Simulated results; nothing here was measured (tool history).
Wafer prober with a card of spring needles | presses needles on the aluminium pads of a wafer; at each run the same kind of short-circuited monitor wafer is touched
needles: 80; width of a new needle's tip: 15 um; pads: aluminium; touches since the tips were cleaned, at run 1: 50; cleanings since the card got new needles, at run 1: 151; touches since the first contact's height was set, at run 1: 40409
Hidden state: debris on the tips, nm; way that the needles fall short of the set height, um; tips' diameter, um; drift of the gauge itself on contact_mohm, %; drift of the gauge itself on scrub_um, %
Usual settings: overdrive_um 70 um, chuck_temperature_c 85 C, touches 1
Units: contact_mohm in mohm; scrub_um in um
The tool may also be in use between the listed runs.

run,day,overdrive_um,chuck_temperature_c,touches,touches since the tips were cleaned,cleanings since the card got new needles,touches since the first contact's height was set,contact_mohm,scrub_um
1,0,70,85,1,50,151,40409,124,15.9
# day 0.158: tips cleaned on abrasive film
# day 0.317: tips cleaned on abrasive film
# day 0.479: tips cleaned on abrasive film
# day 0.671: tips cleaned on abrasive film
2,0.708,70,94,1,539,155,49727,127,15.93
# day 0.858: tips cleaned on abrasive film
# day 1.058: tips cleaned on abrasive film
# day 1.221: tips cleaned on abrasive film
3,1.229,70,85,1,121,158,56549,126,15.84
# day 1.383: tips cleaned on abrasive film
# day 1.571: tips cleaned on abrasive film
4,1.604,70,85,1,440,160,61507,125,15.87
# day 1.762: tips cleaned on abrasive film
# day 1.958: tips cleaned on abrasive film
5,2.033,70,85,1,995,162,67136,124,15.87
# day 2.154: tips cleaned on abrasive film
# day 2.35: tips cleaned on abrasive film
# day 2.546: tips cleaned on abrasive film
# day 2.742: tips cleaned on abrasive film
6,2.788,70,26,1,615,166,77097,116,15.89
# day 2.908: tips cleaned on abrasive film
# day 3.108: tips cleaned on abrasive film
7,3.254,70,31,1,1956,168,83242,120,15.95
# day 3.296: tips cleaned on abrasive film
# day 3.488: tips cleaned on abrasive film
# day 3.646: tips cleaned on abrasive film
8,3.667,70,83,1,245,171,88636,124,15.99
# day 3.825: tips cleaned on abrasive film
# day 3.988: tips cleaned on abrasive film
# day 4.183: tips cleaned on abrasive film
9,4.3,70,85,1,1540,174,96974,128,16.03
# day 4.379: tips cleaned on abrasive film
# day 4.575: tips cleaned on abrasive film
# day 4.775: tips cleaned on abrasive film
10,4.846,70,36,1,962,177,104184,119,15.98
# day 4.967: tips cleaned on abrasive film
# day 5.162: tips cleaned on abrasive film
# day 5.321: tips cleaned on abrasive film
# day 5.483: tips cleaned on abrasive film
# day 5.671: tips cleaned on abrasive film
11,5.671,70,96,1,0,182,114986,129,15.99
# day 5.867: tips cleaned on abrasive film
# day 6.067: tips cleaned on abrasive film
12,6.096,70,96,1,389,184,120605,129,15.99
# day 6.254: tips cleaned on abrasive film
# day 6.454: tips cleaned on abrasive film
# day 6.65: tips cleaned on abrasive film
# day 6.808: tips cleaned on abrasive film
13,6.917,70,85,1,1465,188,131440,126,15.99
# day 6.996: tips cleaned on abrasive film
# day 7.154: tips cleaned on abrasive film
# day 7.35: tips cleaned on abrasive film
# day 7.55: tips cleaned on abrasive film
14,7.575,70,85,2,378,192,140092,127,16.05
# day 7.733: tips cleaned on abrasive film
# day 7.929: tips cleaned on abrasive film
# day 8.121: tips cleaned on abrasive film
# day 8.283: tips cleaned on abrasive film
15,8.362,70,85,2,1078,196,150445,126,16.03
# day 8.442: tips cleaned on abrasive film
# day 8.638: tips cleaned on abrasive film
# day 8.829: tips cleaned on abrasive film
16,8.888,70,105,2,739,199,157323,129,16.08
# day 9.008: tips cleaned on abrasive film
# day 9.138: height of the first contact set anew
# day 9.217: tips cleaned on abrasive film
# day 9.375: tips cleaned on abrasive film
# day 9.571: tips cleaned on abrasive film
17,9.679,51,34,3,1485,203,7161,122,11.68
# day 9.762: tips cleaned on abrasive film
# day 9.921: tips cleaned on abrasive film
# day 10: gauge calibrated
# day 10.121: tips cleaned on abrasive film
18,10.183,51,105,1,840,206,13763,137,11.57
# day 10.3: tips cleaned on abrasive film
# day 10.492: tips cleaned on abrasive film
# day 10.692: tips cleaned on abrasive film
# day 10.85: tips cleaned on abrasive film
19,10.9,90,44,1,659,210,23167,116,20.39
# day 11.021: tips cleaned on abrasive film
# day 11.179: tips cleaned on abrasive film
# day 11.371: tips cleaned on abrasive film
20,11.412,52,84,1,573,213,29944,132,11.81
# day 11.571: tips cleaned on abrasive film
# day 11.729: tips cleaned on abrasive film
21,11.788,70,27,1,813,215,34876,119,15.92
# day 11.908: tips cleaned on abrasive film
# day 12.108: tips cleaned on abrasive film
22,12.146,51,37,2,508,217,39577,122,11.58
# day 12.308: tips cleaned on abrasive film
# day 12.467: tips cleaned on abrasive film
# day 12.658: tips cleaned on abrasive film
# day 12.825: tips cleaned on abrasive film
23,12.825,70,28,1,0,221,48477,117,16.07
# day 13.025: tips cleaned on abrasive film
# day 13.212: tips cleaned on abrasive film
24,13.221,70,58,2,134,223,53718,122,15.99
# day 13.379: tips cleaned on abrasive film
# day 13.579: tips cleaned on abrasive film
# day 13.775: tips cleaned on abrasive film
25,13.892,55,66,1,1542,226,62547,128,12.53
# day 13.971: tips cleaned on abrasive film
# day 14.167: tips cleaned on abrasive film
# day 14.367: tips cleaned on abrasive film
# day 14.562: tips cleaned on abrasive film
26,14.692,55,66,1,1693,230,73083,124,12.54

4 ways to go on from here, each from the tool as it stands after run 26. What would each give?
# day 14.733: tips cleaned on abrasive film
# day 14.892: tips cleaned on abrasive film
# day 15.054: tips cleaned on abrasive film
# day 15.246: tips cleaned on abrasive film
# day 15.408: tips cleaned on abrasive film
A,15.446,55,83,2,513,235,82968,?,?
# day 14.733: tips cleaned on abrasive film
# day 14.892: tips cleaned on abrasive film
# day 15.054: tips cleaned on abrasive film
# day 15.246: tips cleaned on abrasive film
# day 15.408: tips cleaned on abrasive film
B,15.446,68,66,2,513,235,82968,?,?
# day 14.733: tips cleaned on abrasive film
# day 14.892: tips cleaned on abrasive film
# day 15.054: tips cleaned on abrasive film
# day 15.246: tips cleaned on abrasive film
# day 15.408: tips cleaned on abrasive film
C,15.446,70,85,1,513,235,82968,?,?
# day 14.733: tips cleaned on abrasive film
# day 14.892: tips cleaned on abrasive film
# day 15.054: tips cleaned on abrasive film
# day 15.246: tips cleaned on abrasive film
# day 15.408: tips cleaned on abrasive film
D,15.446,73,84,2,513,235,82968,?,?

run,contact_mohm,scrub_um
A,130,12.63
B,125,15.61
C,124,16
D,122,16.72
Without the tool's hidden state the same runs would have given:
run,contact_mohm,scrub_um
A,130,12.52
B,125,15.47
C,123,15.86
D,122,16.57
